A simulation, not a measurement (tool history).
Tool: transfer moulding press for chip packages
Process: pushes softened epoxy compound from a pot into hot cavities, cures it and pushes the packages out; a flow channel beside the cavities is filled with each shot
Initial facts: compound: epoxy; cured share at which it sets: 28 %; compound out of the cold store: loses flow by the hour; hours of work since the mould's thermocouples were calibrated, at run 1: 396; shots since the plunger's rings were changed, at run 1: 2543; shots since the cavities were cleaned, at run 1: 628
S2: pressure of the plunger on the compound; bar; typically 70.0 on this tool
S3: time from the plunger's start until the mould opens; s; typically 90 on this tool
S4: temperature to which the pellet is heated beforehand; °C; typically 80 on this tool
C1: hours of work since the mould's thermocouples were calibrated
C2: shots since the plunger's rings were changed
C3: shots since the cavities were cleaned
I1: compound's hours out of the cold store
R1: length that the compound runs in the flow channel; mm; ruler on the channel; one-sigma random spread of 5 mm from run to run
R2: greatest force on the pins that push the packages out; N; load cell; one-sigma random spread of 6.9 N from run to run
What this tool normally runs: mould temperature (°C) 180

Run 1, hour 0.0: usual settings; C1 396; C2 2543; C3 628; I1 23.2. Result: R1 531 mm, R2 297 N.
Run 2, hour 7.5: usual settings; C1 401; C2 2646; C3 731; I1 16.3. Result: R1 551 mm, R2 302 N.
At hour 17.3: mould's thermocouples calibrated.
At hour 22.8: cavities cleaned with cleaning compound and waxed.
Run 3, hour 27.1: usual settings; C1 6; C2 2868; C3 60; I1 39.5. Result: R1 475 mm, R2 289 N.
Run 4, hour 36.7: usual settings; C1 12; C2 3000; C3 192; I1 40.8. Result: R1 467 mm, R2 285 N.
Run 5, hour 51.8: usual settings; C1 23; C2 3207; C3 399; I1 43.7. Result: R1 461 mm, R2 274 N.
Run 6, hour 64.1: usual settings; C1 32; C2 3377; C3 569; I1 24.0. Result: R1 531 mm, R2 287 N.
Run 7, hour 79.4: usual settings; C1 42; C2 3588; C3 780; I1 23.0. Result: R1 519 mm, R2 290 N.
At hour 88.9: cavities cleaned with cleaning compound and waxed.
Run 8, hour 90.4: usual settings; C1 49; C2 3719; C3 21; I1 14.0. Result: R1 543 mm, R2 298 N.
Run 9, hour 100.6: usual settings; C1 56; C2 3859; C3 161; I1 15.3. Result: R1 541 mm, R2 293 N.
Run 10, hour 116.2: usual settings; C1 67; C2 4073; C3 375; I1 29.3. Result: R1 512 mm, R2 282 N.
Run 11, hour 129.8: usual settings; C1 76; C2 4261; C3 563; I1 47.9. Result: R1 471 mm, R2 274 N.
Run 12, hour 146.0: usual settings; C1 87; C2 4484; C3 786; I1 47.0. Result: R1 460 mm, R2 298 N.
At hour 155.4: cavities cleaned with cleaning compound and waxed.
Run 13, hour 159.6: usual settings; C1 96; C2 4650; C3 58; I1 10.8. Result: R1 560 mm, R2 290 N.
Run 14, hour 168.7: usual settings but S3 103 s; C1 102; C2 4775; C3 183; I1 13.8. Result: R1 554 mm, R2 257 N.
Run 15, hour 177.8: usual settings but S3 103 s; C1 109; C2 4900; C3 308; I1 35.9. Result: R1 502 mm, R2 259 N.
Run 16, hour 189.7: usual settings but mould temperature (°C) 183, S2 53.9 bar, S3 94 s, S4 85 °C; C1 117; C2 5065; C3 473; I1 23.6. Result: R1 447 mm, R2 253 N.
Run 17, hour 198.0: usual settings but mould temperature (°C) 181, S2 68.8 bar, S3 74 s, S4 84 °C; C1 123; C2 5178; C3 586; I1 19.7. Result: R1 524 mm, R2 405 N.
Run 18, hour 209.1: usual settings but S2 85.6 bar, S3 91 s, S4 74 °C; C1 130; C2 5332; C3 740; I1 18.3. Result: R1 602 mm, R2 283 N.
Run 19, hour 217.0: usual settings but S2 58.3 bar, S3 112 s, S4 74 °C; C1 136; C2 5439; C3 847; I1 38.2. Result: R1 449 mm, R2 249 N.
At hour 221.8: cavities cleaned with cleaning compound and waxed.
Run 20, hour 227.5: usual settings but S2 58.3 bar, S3 112 s, S4 74 °C; C1 142; C2 5563; C3 78; I1 42.2. Result: R1 438 mm, R2 228 N.
Run 21, hour 240.0: usual settings but S2 58.3 bar, S3 112 s, S4 74 °C; C1 151; C2 5735; C3 250; I1 31.0. Result: R1 462 mm, R2 236 N.
Run 22, hour 248.5: usual settings but S2 58.3 bar, S3 108 s, S4 74 °C; C1 157; C2 5853; C3 368; I1 37.5. Result: R1 441 mm, R2 242 N.
Run 23, hour 257.1: usual settings but mould temperature (°C) 178, S2 76.3 bar, S3 97 s, S4 74 °C; C1 163; C2 5970; C3 485; I1 13.0. Result: R1 583 mm, R2 294 N.
Run 24, hour 266.1: usual settings but mould temperature (°C) 177, S2 58.9 bar, S4 85 °C; C1 169; C2 6095; C3 610; I1 39.2. Result: R1 453 mm, R2 313 N.
Run 25, hour 274.1: usual settings but mould temperature (°C) 173, S3 94 s; C1 174; C2 6205; C3 720; I1 33.1. Result: R1 515 mm, R2 410 N.
At hour 287.8: cavities cleaned with cleaning compound and waxed.
Run 26, hour 287.8: usual settings but S3 107 s; C1 183; C2 6372; C3 0; I1 28.6. Result: R1 508 mm, R2 247 N.
Run 27, hour 296.7: usual settings but S3 107 s; C1 189; C2 6495; C3 123; I1 25.4. Result: R1 523 mm, R2 239 N.
At hour 307.9: plunger's sealing rings changed.
Run 28, hour 313.2: usual settings but S2 86.3 bar; C1 199; C2 73; C3 316; I1 14.7. Result: R1 611 mm, R2 308 N.
Run 29, hour 321.4: usual settings but S2 86.3 bar, S3 115 s, S4 78 °C; C1 205; C2 186; C3 429; I1 44.8. Result: R1 526 mm, R2 239 N.

3 ways to go on from here, each from the tool as it stands after run 29. What would each give?
Run A, hour 333.0: usual settings but S2 85.5 bar, S3 88 s, S4 72 °C; C1 213; C2 345; C3 588; I1 21.3. Result: R1 ?, R2 ?.
Run B, hour 333.0: usual settings but mould temperature (°C) 174, S2 62.1 bar, S3 115 s, S4 89 °C; C1 213; C2 345; C3 588; I1 29.1. Result: R1 ?, R2 ?.
Run C, hour 333.0: usual settings but mould temperature (°C) 176, S3 123 s; C1 213; C2 345; C3 588; I1 8.0. Result: R1 ?, R2 ?.

run   R1   R2
  A  599  322
  B  501  274
  C  581  260
Without the tool's unlogged condition, the same runs would have read:
run   R1   R2
  A  599  318
  B  501  271
  C  581  257

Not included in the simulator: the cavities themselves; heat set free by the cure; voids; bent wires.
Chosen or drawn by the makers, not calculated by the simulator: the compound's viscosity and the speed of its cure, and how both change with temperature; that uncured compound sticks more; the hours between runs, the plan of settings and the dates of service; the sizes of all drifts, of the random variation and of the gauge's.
